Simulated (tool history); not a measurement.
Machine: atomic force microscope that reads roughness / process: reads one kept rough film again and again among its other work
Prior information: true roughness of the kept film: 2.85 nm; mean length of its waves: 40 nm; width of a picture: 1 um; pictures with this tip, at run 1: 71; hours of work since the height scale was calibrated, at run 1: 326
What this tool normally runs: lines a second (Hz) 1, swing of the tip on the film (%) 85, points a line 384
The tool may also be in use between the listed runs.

run,day,lines a second (Hz),swing of the tip on the film (%),points a line,pictures with this tip,hours of work since the height scale was calibrated,roughness of the kept film (nm (root mean square))
1,0,1,85,384,71,326,2.327
2,0.275,1,85,384,81,331,2.352
3,0.533,1,85,384,90,335,2.338
4,0.742,1,85,384,97,339,2.332
5,1.046,1,85,384,108,345,2.331
6,1.267,1,87,384,116,349,2.301
7,1.562,1,85,384,126,354,2.332
8,1.838,1,85,905,136,359,2.349
# day 2.242: new tip fitted
9,2.258,1,85,384,0,367,2.344
10,2.621,1,85,384,13,373,2.342
11,2.942,1,85,384,24,379,2.351
12,3.362,1,85,384,39,387,2.327
13,3.579,1,85,384,47,391,2.351
14,3.879,1,63,384,57,396,2.536
15,4.325,1,63,384,73,404,2.528
16,4.638,1,67,384,84,410,2.506
17,5.067,1,67,384,99,418,2.538
18,5.517,1,67,384,115,426,2.518
19,5.788,1,67,384,124,431,2.515
20,6.238,1,67,384,140,440,2.509
# day 6.538: new tip fitted
21,6.562,1,67,384,1,445,2.52
22,6.754,1,67,384,8,449,2.534
23,7.121,1,67,384,21,455,2.54
24,7.321,1,67,384,28,459,2.525
25,7.771,1.12,61,384,44,467,2.56
26,8.029,2.37,85,384,53,472,2.021
27,8.283,1.55,84,392,62,477,2.222
28,8.625,2.96,79,298,74,483,2.049
29,8.979,2.7,70,606,86,489,2.291
30,9.296,1,62,384,97,495,2.531
31,9.496,1,62,384,104,499,2.546
32,9.796,1,62,384,115,504,2.548
33,10.029,3.34,63,262,123,509,2.345
34,10.346,1,79,384,134,514,2.41
35,10.721,0.62,75,394,147,521,2.515
# day 10.817: new tip fitted
36,11.112,1.48,75,418,10,528,2.382
37,11.492,1.13,77,549,24,535,2.429
38,11.75,1,62,291,33,540,2.559
39,12.175,1.06,85,384,48,548,2.325
40,12.392,1.87,85,645,55,552,2.126
41,12.662,1.87,85,645,65,557,2.145
42,13.042,0.59,74,604,78,564,2.55
43,13.4,2.98,85,445,91,570,1.919
44,13.654,3.11,70,988,100,575,2.251
45,14.046,3.2,70,435,114,582,2.216
46,14.238,3.2,70,435,120,585,2.229

Here are 3 independent what-if runs from the current tool condition. What would each one return?
A,14.525,3.61,85,567,130,591,?
B,14.525,1,65,487,130,591,?
C,14.525,1,67,384,130,591,?

run,roughness of the kept film (nm (root mean square))
A,1.811
B,2.537
C,2.505
Had the tool no hidden state, the same runs would have come out as:
run,roughness of the kept film (nm (root mean square))
A,1.817
B,2.545
C,2.512
